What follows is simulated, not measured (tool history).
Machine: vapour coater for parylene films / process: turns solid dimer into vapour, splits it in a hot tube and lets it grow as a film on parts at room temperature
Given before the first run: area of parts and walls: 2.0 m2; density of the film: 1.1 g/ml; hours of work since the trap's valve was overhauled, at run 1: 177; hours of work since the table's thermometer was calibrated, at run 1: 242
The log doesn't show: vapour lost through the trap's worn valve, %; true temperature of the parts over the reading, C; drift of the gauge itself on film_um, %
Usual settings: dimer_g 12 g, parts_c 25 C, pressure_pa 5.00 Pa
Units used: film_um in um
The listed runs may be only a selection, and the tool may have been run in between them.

run	hour	dimer_g	parts_c	pressure_pa	hours of work since the trap's valve was overhauled	hours of work since the table's thermometer was calibrated	film_um
1	0.0	12	25	5.00	177	242	2.56
2	19.9	12	25	5.00	185	250	2.53
3	38.6	12	25	5.00	193	257	2.55
4	54.7	12	25	5.00	199	264	2.54
5	71.8	12	25	5.00	206	271	2.58
6	87.0	12	25	5.00	213	277	2.52
7	105.8	12	25	5.00	220	285	2.50
8	116.8	9	25	5.00	225	290	1.88
9	136.0	9	25	5.00	233	298	1.86
# hour 144.2: trap's valve overhauled
10	159.3	9	25	5.00	6	306	2.05
11	170.0	12	25	5.00	11	310	2.72
12	179.9	12	25	5.00	15	314	2.73
13	194.5	12	25	5.00	21	320	2.72
14	211.1	21	25	5.00	28	327	4.73
15	224.8	12	25	5.63	33	332	2.65
16	235.7	12	25	5.63	38	337	2.62
17	254.8	12	23	5.63	46	345	2.75
18	271.0	12	23	5.63	52	352	2.75
19	285.4	6	34	2.49	58	357	1.25
20	296.2	12	17	2.78	63	362	3.74
21	309.7	12	17	2.78	68	367	3.78
22	319.9	16	34	2.96	72	372	3.23
23	336.0	19	20	3.14	79	378	5.35
24	356.0	19	20	3.14	87	386	5.32
25	370.2	19	36	3.14	93	392	3.53
26	392.0	7	36	5.68	102	401	1.14
27	410.7	21	22	11.33	110	409	4.07
28	432.4	20	18	2.91	119	418	5.95
29	449.9	15	23	7.14	126	425	3.14
30	472.4	20	23	5.45	135	434	4.47
31	489.4	5	22	11.74	142	441	0.95

How the hidden state differs across the entries between the runs, from the last listed run before each to the first after it:
Between runs 9 and 10: trap's valve overhauled (hour 144.2)
  vapour lost through the trap's worn valve, %: 8.4 -> 0.4
  measured less the result without the state, film_um: -0.17 -> -0.01 um
